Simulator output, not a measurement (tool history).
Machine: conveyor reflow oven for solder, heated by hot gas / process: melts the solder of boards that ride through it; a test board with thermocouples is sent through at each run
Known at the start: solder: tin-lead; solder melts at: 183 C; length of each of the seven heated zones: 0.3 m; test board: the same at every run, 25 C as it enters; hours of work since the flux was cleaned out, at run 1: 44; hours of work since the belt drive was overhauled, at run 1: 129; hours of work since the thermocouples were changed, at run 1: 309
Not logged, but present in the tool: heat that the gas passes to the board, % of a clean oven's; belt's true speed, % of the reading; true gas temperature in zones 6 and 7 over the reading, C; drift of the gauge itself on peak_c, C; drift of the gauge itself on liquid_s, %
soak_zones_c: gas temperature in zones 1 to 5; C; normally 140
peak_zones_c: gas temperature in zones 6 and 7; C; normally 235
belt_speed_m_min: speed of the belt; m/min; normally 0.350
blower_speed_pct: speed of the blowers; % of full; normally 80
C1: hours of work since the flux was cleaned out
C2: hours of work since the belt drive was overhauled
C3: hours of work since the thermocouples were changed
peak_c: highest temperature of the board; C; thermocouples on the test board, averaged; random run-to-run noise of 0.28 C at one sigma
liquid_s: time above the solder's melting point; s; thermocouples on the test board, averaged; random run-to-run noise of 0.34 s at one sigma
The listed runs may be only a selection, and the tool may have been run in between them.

{"run": 1, "hour": 0.0, "soak_zones_c": 140, "peak_zones_c": 235, "belt_speed_m_min": 0.35, "blower_speed_pct": 80, "C1": 44, "C2": 129, "C3": 309, "peak_c": 219.1, "liquid_s": 79.9}
{"run": 2, "hour": 40.5, "soak_zones_c": 140, "peak_zones_c": 235, "belt_speed_m_min": 0.35, "blower_speed_pct": 80, "C1": 73, "C2": 158, "C3": 337, "peak_c": 218.9, "liquid_s": 79.6}
{"run": 3, "hour": 64.5, "soak_zones_c": 140, "peak_zones_c": 235, "belt_speed_m_min": 0.404, "blower_speed_pct": 80, "C1": 90, "C2": 175, "C3": 354, "peak_c": 214.9, "liquid_s": 63.9}
{"run": 4, "hour": 99.6, "soak_zones_c": 140, "peak_zones_c": 235, "belt_speed_m_min": 0.404, "blower_speed_pct": 80, "C1": 115, "C2": 200, "C3": 379, "peak_c": 214.6, "liquid_s": 63.3}
{"run": 5, "hour": 132.0, "soak_zones_c": 140, "peak_zones_c": 235, "belt_speed_m_min": 0.404, "blower_speed_pct": 80, "C1": 138, "C2": 223, "C3": 402, "peak_c": 214.3, "liquid_s": 63.9}
{"run": 6, "hour": 178.5, "soak_zones_c": 140, "peak_zones_c": 235, "belt_speed_m_min": 0.35, "blower_speed_pct": 62, "C1": 171, "C2": 256, "C3": 435, "peak_c": 214.2, "liquid_s": 73.6}
{"run": 7, "hour": 214.5, "soak_zones_c": 140, "peak_zones_c": 247, "belt_speed_m_min": 0.35, "blower_speed_pct": 80, "C1": 197, "C2": 281, "C3": 461, "peak_c": 229.8, "liquid_s": 88.1}
{"run": 8, "hour": 252.5, "soak_zones_c": 125, "peak_zones_c": 235, "belt_speed_m_min": 0.35, "blower_speed_pct": 80, "C1": 224, "C2": 308, "C3": 488, "peak_c": 215.9, "liquid_s": 70.6}
{"run": 9, "hour": 281.2, "soak_zones_c": 125, "peak_zones_c": 235, "belt_speed_m_min": 0.35, "blower_speed_pct": 80, "C1": 244, "C2": 329, "C3": 508, "peak_c": 216.3, "liquid_s": 70.4}
{"hour": 317.0, "done": "flux residue cleaned out of gas plates and filters"}
{"run": 10, "hour": 323.4, "soak_zones_c": 125, "peak_zones_c": 235, "belt_speed_m_min": 0.35, "blower_speed_pct": 80, "C1": 5, "C2": 355, "C3": 535, "peak_c": 216.5, "liquid_s": 70.6}
{"run": 11, "hour": 345.0, "soak_zones_c": 140, "peak_zones_c": 248, "belt_speed_m_min": 0.35, "blower_speed_pct": 80, "C1": 20, "C2": 370, "C3": 550, "peak_c": 230.6, "liquid_s": 88.6}
{"run": 12, "hour": 379.7, "soak_zones_c": 140, "peak_zones_c": 248, "belt_speed_m_min": 0.35, "blower_speed_pct": 80, "C1": 45, "C2": 395, "C3": 575, "peak_c": 230.2, "liquid_s": 88.2}
{"run": 13, "hour": 403.8, "soak_zones_c": 140, "peak_zones_c": 248, "belt_speed_m_min": 0.35, "blower_speed_pct": 80, "C1": 62, "C2": 412, "C3": 592, "peak_c": 230.3, "liquid_s": 89.4}
{"run": 14, "hour": 422.8, "soak_zones_c": 140, "peak_zones_c": 235, "belt_speed_m_min": 0.35, "blower_speed_pct": 75, "C1": 75, "C2": 426, "C3": 605, "peak_c": 217.5, "liquid_s": 78.4}
{"run": 15, "hour": 454.3, "soak_zones_c": 140, "peak_zones_c": 235, "belt_speed_m_min": 0.35, "blower_speed_pct": 75, "C1": 98, "C2": 448, "C3": 628, "peak_c": 218.2, "liquid_s": 78.2}
{"run": 16, "hour": 489.3, "soak_zones_c": 140, "peak_zones_c": 235, "belt_speed_m_min": 0.35, "blower_speed_pct": 80, "C1": 122, "C2": 473, "C3": 653, "peak_c": 219.0, "liquid_s": 80.1}
{"run": 17, "hour": 530.2, "soak_zones_c": 132, "peak_zones_c": 231, "belt_speed_m_min": 0.339, "blower_speed_pct": 52, "C1": 151, "C2": 502, "C3": 682, "peak_c": 206.9, "liquid_s": 60.9}
{"run": 18, "hour": 561.4, "soak_zones_c": 132, "peak_zones_c": 231, "belt_speed_m_min": 0.339, "blower_speed_pct": 52, "C1": 174, "C2": 524, "C3": 704, "peak_c": 206.8, "liquid_s": 60.9}
{"run": 19, "hour": 591.3, "soak_zones_c": 132, "peak_zones_c": 225, "belt_speed_m_min": 0.339, "blower_speed_pct": 59, "C1": 195, "C2": 545, "C3": 725, "peak_c": 204.6, "liquid_s": 58.7}
{"hour": 614.2, "done": "thermocouples of zones 6 and 7 changed"}
{"run": 20, "hour": 621.9, "soak_zones_c": 132, "peak_zones_c": 225, "belt_speed_m_min": 0.339, "blower_speed_pct": 59, "C1": 215, "C2": 566, "C3": 6, "peak_c": 204.8, "liquid_s": 58.1}
{"run": 21, "hour": 666.8, "soak_zones_c": 132, "peak_zones_c": 225, "belt_speed_m_min": 0.339, "blower_speed_pct": 59, "C1": 247, "C2": 598, "C3": 37, "peak_c": 204.6, "liquid_s": 58.9}
{"hour": 698.8, "done": "flux residue cleaned out of gas plates and filters"}
{"run": 22, "hour": 716.8, "soak_zones_c": 132, "peak_zones_c": 225, "belt_speed_m_min": 0.297, "blower_speed_pct": 59, "C1": 13, "C2": 630, "C3": 69, "peak_c": 208.8, "liquid_s": 76.7}
{"run": 23, "hour": 747.0, "soak_zones_c": 132, "peak_zones_c": 225, "belt_speed_m_min": 0.297, "blower_speed_pct": 59, "C1": 34, "C2": 651, "C3": 91, "peak_c": 208.9, "liquid_s": 76.9}
{"run": 24, "hour": 766.4, "soak_zones_c": 136, "peak_zones_c": 226, "belt_speed_m_min": 0.308, "blower_speed_pct": 75, "C1": 48, "C2": 665, "C3": 105, "peak_c": 213.3, "liquid_s": 82.9}
{"run": 25, "hour": 796.7, "soak_zones_c": 135, "peak_zones_c": 226, "belt_speed_m_min": 0.281, "blower_speed_pct": 75, "C1": 70, "C2": 686, "C3": 126, "peak_c": 215.9, "liquid_s": 94.7}
{"run": 26, "hour": 841.8, "soak_zones_c": 135, "peak_zones_c": 237, "belt_speed_m_min": 0.281, "blower_speed_pct": 75, "C1": 102, "C2": 718, "C3": 158, "peak_c": 226.0, "liquid_s": 104.8}
{"run": 27, "hour": 861.6, "soak_zones_c": 135, "peak_zones_c": 237, "belt_speed_m_min": 0.281, "blower_speed_pct": 75, "C1": 116, "C2": 732, "C3": 172, "peak_c": 225.7, "liquid_s": 104.1}
{"run": 28, "hour": 882.3, "soak_zones_c": 131, "peak_zones_c": 237, "belt_speed_m_min": 0.281, "blower_speed_pct": 75, "C1": 130, "C2": 747, "C3": 187, "peak_c": 224.8, "liquid_s": 101.5}
{"run": 29, "hour": 911.8, "soak_zones_c": 135, "peak_zones_c": 229, "belt_speed_m_min": 0.35, "blower_speed_pct": 80, "C1": 151, "C2": 768, "C3": 208, "peak_c": 213.3, "liquid_s": 71.4}
{"run": 30, "hour": 937.5, "soak_zones_c": 135, "peak_zones_c": 229, "belt_speed_m_min": 0.35, "blower_speed_pct": 80, "C1": 170, "C2": 786, "C3": 226, "peak_c": 213.1, "liquid_s": 71.1}

For run 31, what comes out?
{"run": 31, "hour": 963.5, "soak_zones_c": 140, "peak_zones_c": 239, "belt_speed_m_min": 0.35, "blower_speed_pct": 74, "C1": 188, "C2": 805, "C3": 245, "peak_c": "?", "liquid_s": "?"}

peak_c: 221.4 C
liquid_s: 81.1 s
Minus the tool's unlogged condition, the same run would have read peak_c 221.5 C, liquid_s 81.2 s.
